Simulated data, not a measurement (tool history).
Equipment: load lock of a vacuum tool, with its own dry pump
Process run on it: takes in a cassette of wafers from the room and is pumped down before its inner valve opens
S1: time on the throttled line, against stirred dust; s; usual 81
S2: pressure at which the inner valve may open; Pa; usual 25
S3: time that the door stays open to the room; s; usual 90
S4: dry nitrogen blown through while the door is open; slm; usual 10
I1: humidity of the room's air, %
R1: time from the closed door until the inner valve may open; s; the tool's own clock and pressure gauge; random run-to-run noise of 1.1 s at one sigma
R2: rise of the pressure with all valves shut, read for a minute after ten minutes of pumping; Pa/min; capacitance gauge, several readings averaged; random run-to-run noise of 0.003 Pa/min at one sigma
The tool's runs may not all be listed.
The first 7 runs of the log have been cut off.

run	hour	S1	S2	S3	S4	I1	R1	R2
8	1745.8	81	25	90	10	44.1	181.4	0.077
9	2094.3	81	25	90	10	43.0	183.7	0.082
10	2416.7	81	26	90	10	42.2	184.4	0.082
11	2802.1	81	25	90	10	42.4	183.3	0.086
12	3112.3	81	25	90	10	46.3	183.9	0.088
13	3371.6	81	25	90	10	44.3	186.1	0.089
14	3674.6	81	21	90	10	43.1	188.5	0.084
# hour 3842.7: dry pump taken out, an overhauled one fitted
15	4012.1	81	21	90	10	43.3	173.7	0.098
16	4323.3	81	21	90	10	47.0	174.0	0.099
17	4485.9	81	21	90	10	46.4	173.1	0.102
18	4721.8	81	25	207	9	41.7	173.3	0.128
19	4908.4	81	25	209	5	44.3	172.5	0.152
20	5261.4	81	19	181	10	44.4	175.5	0.120
21	5600.5	81	19	181	10	44.1	176.3	0.128
22	5893.1	81	19	181	10	47.1	177.2	0.141
23	6261.3	81	25	146	10	45.9	174.1	0.128
24	6633.4	81	36	146	10	47.1	167.8	0.131
25	6905.8	81	25	90	20	44.5	173.8	0.102

Estimate the outcome of run 26 from the log above:
26	7207.8	40	25	90	20	43.9	?	?

For run 26 the tool returned R1 143.6 s, R2 0.104 Pa/min.
Take away the tool's hidden state, keep the run-to-run variation as it was, and the same run would have given R1 136.8 s, R2 0.039 Pa/min.
